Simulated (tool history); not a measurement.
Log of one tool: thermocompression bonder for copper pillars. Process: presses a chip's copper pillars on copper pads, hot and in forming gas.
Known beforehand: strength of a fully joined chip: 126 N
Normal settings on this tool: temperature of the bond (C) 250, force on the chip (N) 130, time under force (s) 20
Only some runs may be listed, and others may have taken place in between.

| run | hour | temperature of the bond (C) | force on the chip (N) | time under force (s) | force that shears a chip off (N) |
|---|---|---|---|---|---|
| 1 | 0.0 | 250 | 130 | 20 | 76.8 |
| 2 | 17.4 | 250 | 170 | 20 | 84.3 |
| 3 | 47.4 | 250 | 130 | 20 | 75.4 |
| 4 | 82.6 | 250 | 130 | 20 | 75.2 |
|  | 102.7 | forming gas filter changed |
| 5 | 105.1 | 250 | 130 | 51 | 99.7 |
| 6 | 127.4 | 250 | 130 | 51 | 98.6 |
| 7 | 148.9 | 250 | 130 | 51 | 96.7 |
| 8 | 175.6 | 250 | 130 | 51 | 97.3 |
| 9 | 201.0 | 223 | 130 | 20 | 58.2 |
| 10 | 222.7 | 223 | 130 | 20 | 57.2 |
| 11 | 257.1 | 223 | 130 | 20 | 57.9 |
| 12 | 290.1 | 223 | 130 | 20 | 57.9 |
| 13 | 310.4 | 223 | 130 | 20 | 56.3 |
|  | 338.5 | force cell calibrated |
| 14 | 338.8 | 223 | 88 | 20 | 46.0 |
| 15 | 360.2 | 257 | 88 | 20 | 66.7 |
| 16 | 386.7 | 250 | 91 | 20 | 62.5 |
| 17 | 407.1 | 250 | 91 | 20 | 61.8 |
|  | 410.4 | forming gas filter changed |
| 18 | 436.7 | 250 | 91 | 20 | 64.8 |
| 19 | 466.9 | 250 | 91 | 20 | 64.6 |
| 20 | 502.6 | 250 | 85 | 20 | 62.6 |
| 21 | 517.9 | 250 | 130 | 21 | 78.0 |
| 22 | 535.5 | 246 | 130 | 20 | 74.1 |
| 23 | 553.6 | 246 | 130 | 20 | 73.7 |
| 24 | 588.6 | 246 | 109 | 13 | 58.0 |
| 25 | 623.9 | 246 | 109 | 13 | 57.0 |
| 26 | 647.9 | 250 | 88 | 14 | 53.1 |
| 27 | 671.7 | 250 | 88 | 14 | 51.4 |
| 28 | 688.7 | 241 | 84 | 17 | 50.2 |
| 29 | 704.6 | 241 | 84 | 17 | 49.9 |
|  | 714.5 | forming gas filter changed |
| 30 | 720.6 | 238 | 127 | 20 | 67.8 |
| 31 | 752.0 | 235 | 130 | 37 | 78.8 |
| 32 | 769.9 | 243 | 121 | 18 | 65.7 |
| 33 | 797.5 | 243 | 80 | 18 | 53.1 |

Alternative continuations, all from the tool just after run 33; predict every row:
| A | 816.5 | 242 | 80 | 18 | ? |
| B | 816.5 | 245 | 130 | 48 | ? |
| C | 816.5 | 221 | 167 | 52 | ? |
| D | 816.5 | 236 | 161 | 51 | ? |

| run | force that shears a chip off (N) |
|---|---|
| A | 51.6 |
| B | 91.6 |
| C | 84.5 |
| D | 94.2 |
Take away the tool's hidden state, keep each run's random variation, and the runs would have read:
| run | force that shears a chip off (N) |
|---|---|
| A | 59.5 |
| B | 100.5 |
| C | 94.1 |
| D | 103.1 |
